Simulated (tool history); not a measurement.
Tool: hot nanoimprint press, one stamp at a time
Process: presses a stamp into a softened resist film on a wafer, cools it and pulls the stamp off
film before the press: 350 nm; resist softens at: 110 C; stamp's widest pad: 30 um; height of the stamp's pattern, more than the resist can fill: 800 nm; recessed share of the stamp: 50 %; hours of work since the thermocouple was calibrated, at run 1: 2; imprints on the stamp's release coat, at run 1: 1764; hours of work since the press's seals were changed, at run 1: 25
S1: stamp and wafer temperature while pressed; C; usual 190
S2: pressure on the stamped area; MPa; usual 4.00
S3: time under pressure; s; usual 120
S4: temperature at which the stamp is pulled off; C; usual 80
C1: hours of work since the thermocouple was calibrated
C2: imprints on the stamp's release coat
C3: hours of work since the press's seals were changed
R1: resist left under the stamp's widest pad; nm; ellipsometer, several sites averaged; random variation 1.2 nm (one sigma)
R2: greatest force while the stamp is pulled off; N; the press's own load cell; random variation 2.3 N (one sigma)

run,hour,S1,S2,S3,S4,C1,C2,C3,R1,R2
1,0.0,190,4.00,120,80,2,1764,25,181.6,174
2,5.0,190,4.00,120,80,5,1788,28,180.7,172
3,14.5,190,4.00,120,80,11,1832,34,182.0,175
4,18.9,190,4.00,120,80,14,1852,37,181.8,184
5,26.1,190,4.00,120,80,19,1886,41,180.3,180
6,33.8,190,4.00,120,80,23,1922,46,181.2,182
7,40.5,190,4.00,120,80,28,1953,50,179.8,181
8,49.5,189,4.00,120,80,33,1995,56,187.4,186
9,58.5,189,4.00,120,80,39,2037,62,187.9,184
10,68.1,189,4.00,120,80,45,2082,68,189.1,189
11,73.8,189,4.00,120,80,48,2108,71,187.8,192
12,78.4,189,4.00,120,80,51,2130,74,191.5,183
13,85.9,190,4.00,120,80,56,2165,79,179.5,188
14,90.7,190,4.00,120,84,59,2187,82,181.1,171
15,95.6,190,4.00,120,84,62,2210,85,180.1,171
16,99.7,190,4.00,120,84,64,2229,87,180.1,176
17,104.0,190,4.00,120,84,67,2249,90,177.2,182
# hour 107.7: plate thermocouple calibrated
18,116.2,190,4.12,120,80,5,2292,96,180.1,202
# hour 126.6: plate thermocouple calibrated, once more
19,128.1,198,4.75,106,82,1,2334,101,123.0,187
20,134.8,190,4.16,163,80,5,2365,105,158.7,198
21,139.3,190,4.16,163,80,8,2386,108,158.5,198
22,146.9,185,2.47,85,80,13,2421,113,274.5,205
# hour 159.6: stamp cleaned and given a new release coat
23,161.6,190,3.08,120,80,18,9,118,199.9,108
24,167.9,201,4.00,151,71,22,38,122,99.8,130
25,172.6,194,5.16,151,72,25,60,125,124.9,129
26,180.9,194,5.16,151,72,30,99,130,124.3,131

Forecast run 27:
27,189.2,194,5.16,154,81,35,138,135,?,?

{"run 27": {"R1": 123.7, "R2": 108}}
Without the tool's hidden state the same run would have given R1 121.4 nm, R2 102 N.

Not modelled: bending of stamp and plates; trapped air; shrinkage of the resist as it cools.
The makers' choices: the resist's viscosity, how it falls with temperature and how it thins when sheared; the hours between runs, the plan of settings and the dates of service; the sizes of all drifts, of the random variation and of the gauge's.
